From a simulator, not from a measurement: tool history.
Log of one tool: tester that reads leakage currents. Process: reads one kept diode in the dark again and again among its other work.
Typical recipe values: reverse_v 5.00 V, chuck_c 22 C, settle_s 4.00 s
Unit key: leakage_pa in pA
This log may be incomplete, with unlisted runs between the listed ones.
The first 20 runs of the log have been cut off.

run      day  reverse_v  chuck_c  settle_s  hours of work since the probe card was cleaned  hours of work since the tester was calibrated  hours of work since the chuck was calibrated  leakage_pa
 21  138.971       8.55       55      0.41                                            2436                                            769                                           398      785.02
 22  147.525       8.55       55      0.41                                            2560                                            892                                           522      775.40
 23  155.783      11.02       24      3.89                                            2680                                           1012                                           641      110.46
 24  164.996       5.00       32      4.00                                            2813                                           1145                                           775      132.42
 25  171.450       9.19       38      2.09                                            2906                                           1239                                           868      254.56
     172.808  -- probe card cleaned and baked
     174.375  -- chuck's temperature calibrated
 26  178.596       2.88       22      4.00                                              83                                           1339                                            61       53.71
 27  186.967       2.18       20      4.00                                             204                                           1460                                           182       40.95
 28  193.117       2.18       20      4.00                                             293                                           1549                                           271       39.82
 29  199.333      11.65       36      0.35                                             383                                           1639                                           361      256.74
 30  206.442      18.05       36      0.35                                             486                                           1742                                           464      306.36
 31  214.725      18.05       36      0.35                                             606                                           1862                                           584      301.03
 32  224.096      18.05       36      0.35                                             741                                           1998                                           720      295.75

Predict the results of run 33:
 33  230.342       2.78       22      0.84                                             832                                           2088                                           810           ?

{"run 33": {"leakage_pa": 48.59}}
Without the tool's hidden state the same run would have given leakage_pa 54.16 pA.

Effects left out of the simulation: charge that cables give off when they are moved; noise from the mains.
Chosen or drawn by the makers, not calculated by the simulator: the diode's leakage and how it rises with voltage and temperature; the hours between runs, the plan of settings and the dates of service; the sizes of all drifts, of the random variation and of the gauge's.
